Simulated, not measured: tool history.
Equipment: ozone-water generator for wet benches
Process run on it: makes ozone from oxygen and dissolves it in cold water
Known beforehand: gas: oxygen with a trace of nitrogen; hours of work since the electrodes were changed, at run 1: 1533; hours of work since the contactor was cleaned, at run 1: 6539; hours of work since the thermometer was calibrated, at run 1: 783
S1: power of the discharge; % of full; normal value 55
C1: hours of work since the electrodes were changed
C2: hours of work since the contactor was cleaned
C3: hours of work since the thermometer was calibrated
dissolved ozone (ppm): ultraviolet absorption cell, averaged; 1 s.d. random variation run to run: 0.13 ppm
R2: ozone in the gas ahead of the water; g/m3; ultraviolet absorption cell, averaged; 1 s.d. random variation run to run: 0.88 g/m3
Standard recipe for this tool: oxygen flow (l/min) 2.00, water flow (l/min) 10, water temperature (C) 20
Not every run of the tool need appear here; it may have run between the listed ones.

Run 1, hour 0.0: usual settings; C1 1533; C2 6539; C3 783. Result: dissolved ozone (ppm) 13.8, R2 139.2 g/m3.
Run 2, hour 17.7: usual settings but oxygen flow (l/min) 2.45; C1 1551; C2 6557; C3 801. Result: dissolved ozone (ppm) 14.0, R2 129.5 g/m3.
Run 3, hour 54.9: usual settings but oxygen flow (l/min) 2.45; C1 1587; C2 6593; C3 837. Result: dissolved ozone (ppm) 13.8, R2 128.5 g/m3.
Run 4, hour 90.8: usual settings; C1 1623; C2 6629; C3 873. Result: dissolved ozone (ppm) 13.7, R2 141.9 g/m3.
Run 5, hour 115.1: usual settings but oxygen flow (l/min) 2.66; C1 1647; C2 6653; C3 897. Result: dissolved ozone (ppm) 14.1, R2 123.7 g/m3.
Run 6, hour 142.3: usual settings but water flow (l/min) 13; C1 1673; C2 6679; C3 924. Result: dissolved ozone (ppm) 11.1, R2 140.4 g/m3.
Run 7, hour 174.2: usual settings but S1 51 % of full; C1 1705; C2 6711; C3 955. Result: dissolved ozone (ppm) 12.6, R2 130.4 g/m3.
Run 8, hour 200.7: usual settings; C1 1731; C2 6737; C3 981. Result: dissolved ozone (ppm) 13.6, R2 140.4 g/m3.
Run 9, hour 219.1: usual settings; C1 1749; C2 6755; C3 999. Result: dissolved ozone (ppm) 13.7, R2 138.9 g/m3.
Run 10, hour 246.7: usual settings; C1 1776; C2 6782; C3 1026. Result: dissolved ozone (ppm) 13.6, R2 139.9 g/m3.
Run 11, hour 275.0: usual settings but oxygen flow (l/min) 1.02; C1 1804; C2 6810; C3 1054. Result: dissolved ozone (ppm) 11.7, R2 187.8 g/m3.
Run 12, hour 312.9: usual settings but S1 53 % of full; C1 1842; C2 6848; C3 1092. Result: dissolved ozone (ppm) 13.2, R2 133.5 g/m3.
Run 13, hour 345.0: usual settings but S1 53 % of full; C1 1873; C2 6879; C3 1123. Result: dissolved ozone (ppm) 12.9, R2 134.9 g/m3.
Run 14, hour 361.7: usual settings but S1 53 % of full; C1 1890; C2 6896; C3 1140. Result: dissolved ozone (ppm) 13.1, R2 133.9 g/m3.
Run 15, hour 396.9: usual settings but S1 53 % of full; C1 1924; C2 6930; C3 1175. Result: dissolved ozone (ppm) 13.0, R2 134.2 g/m3.
Run 16, hour 413.2: usual settings; C1 1941; C2 6946; C3 1191. Result: dissolved ozone (ppm) 13.7, R2 140.6 g/m3.
Run 17, hour 438.8: usual settings; C1 1966; C2 6972; C3 1216. Result: dissolved ozone (ppm) 13.4, R2 137.8 g/m3.
At hour 441.7: water thermometer calibrated.
Run 18, hour 459.9: usual settings; C1 1986; C2 6992; C3 18. Result: dissolved ozone (ppm) 13.4, R2 139.3 g/m3.
Run 19, hour 494.5: usual settings; C1 2020; C2 7026; C3 52. Result: dissolved ozone (ppm) 13.6, R2 138.3 g/m3.
At hour 501.8: water thermometer calibrated, once more.
Run 20, hour 528.0: usual settings but oxygen flow (l/min) 1.73, water flow (l/min) 16, water temperature (C) 19; C1 2053; C2 7059; C3 26. Result: dissolved ozone (ppm) 8.7, R2 147.6 g/m3.
Run 21, hour 564.9: usual settings but oxygen flow (l/min) 1.73, water flow (l/min) 16, water temperature (C) 19; C1 2089; C2 7095; C3 62. Result: dissolved ozone (ppm) 8.7, R2 147.7 g/m3.
Run 22, hour 589.1: usual settings but oxygen flow (l/min) 2.83, water flow (l/min) 16, water temperature (C) 27; C1 2113; C2 7119; C3 86. Result: dissolved ozone (ppm) 8.9, R2 119.0 g/m3.
Run 23, hour 608.2: usual settings but oxygen flow (l/min) 2.83, water flow (l/min) 16, water temperature (C) 27; C1 2132; C2 7138; C3 105. Result: dissolved ozone (ppm) 9.2, R2 119.7 g/m3.
Run 24, hour 630.3: usual settings but oxygen flow (l/min) 2.16, water flow (l/min) 16, water temperature (C) 12; C1 2154; C2 7159; C3 127. Result: dissolved ozone (ppm) 10.1, R2 133.3 g/m3.
Run 25, hour 652.7: usual settings but oxygen flow (l/min) 2.16, water flow (l/min) 16, water temperature (C) 12; C1 2176; C2 7182; C3 149. Result: dissolved ozone (ppm) 9.9, R2 132.4 g/m3.
Run 26, hour 685.6: usual settings but oxygen flow (l/min) 2.16, water flow (l/min) 16, water temperature (C) 12; C1 2208; C2 7214; C3 181. Result: dissolved ozone (ppm) 10.0, R2 133.6 g/m3.
Run 27, hour 711.7: usual settings but oxygen flow (l/min) 2.50; C1 2234; C2 7240; C3 207. Result: dissolved ozone (ppm) 13.7, R2 125.7 g/m3.
Run 28, hour 748.1: usual settings but oxygen flow (l/min) 2.50; C1 2270; C2 7276; C3 243. Result: dissolved ozone (ppm) 14.0, R2 125.9 g/m3.
Run 29, hour 772.3: usual settings but oxygen flow (l/min) 1.08, water temperature (C) 16; C1 2294; C2 7299; C3 267. Result: dissolved ozone (ppm) 11.7, R2 180.1 g/m3.
Run 30, hour 789.3: usual settings but S1 74 % of full, oxygen flow (l/min) 1.08, water flow (l/min) 11, water temperature (C) 27; C1 2310; C2 7316; C3 283. Result: dissolved ozone (ppm) 13.3, R2 233.7 g/m3.
Run 31, hour 825.9: usual settings but S1 47 % of full, oxygen flow (l/min) 1.12, water temperature (C) 23; C1 2346; C2 7352; C3 319. Result: dissolved ozone (ppm) 10.0, R2 155.1 g/m3.
Run 32, hour 853.1: usual settings but S1 47 % of full, oxygen flow (l/min) 2.26, water temperature (C) 16; C1 2373; C2 7379; C3 346. Result: dissolved ozone (ppm) 12.7, R2 114.1 g/m3.
Run 33, hour 890.7: usual settings but S1 47 % of full, oxygen flow (l/min) 2.26, water temperature (C) 16; C1 2410; C2 7416; C3 383. Result: dissolved ozone (ppm) 12.7, R2 113.4 g/m3.

Consider 4 possible next runs. They are alternatives, not a sequence: every one starts from the tool as it was left by run 33. What does each give?
Run A, hour 922.8: usual settings but S1 67 % of full, oxygen flow (l/min) 2.26, water flow (l/min) 9, water temperature (C) 24; C1 2442; C2 7448; C3 415. Result: dissolved ozone (ppm) ?, R2 ?.
Run B, hour 922.8: usual settings but S1 57 % of full, water temperature (C) 27; C1 2442; C2 7448; C3 415. Result: dissolved ozone (ppm) ?, R2 ?.
Run C, hour 922.8: usual settings but S1 47 % of full, oxygen flow (l/min) 2.26, water temperature (C) 14; C1 2442; C2 7448; C3 415. Result: dissolved ozone (ppm) ?, R2 ?.
Run D, hour 922.8: usual settings but S1 58 % of full, oxygen flow (l/min) 2.26, water temperature (C) 16; C1 2442; C2 7448; C3 415. Result: dissolved ozone (ppm) ?, R2 ?.

run  dissolved ozone (ppm)     R2
  A                   16.7  154.5
  B                   12.5  142.6
  C                   12.7  112.8
  D                   15.1  137.4
Had the tool no hidden state, the same runs would have come out as:
run  dissolved ozone (ppm)     R2
  A                   18.7  163.8
  B                   13.8  149.9
  C                   13.9  117.3
  D                   16.7  144.5
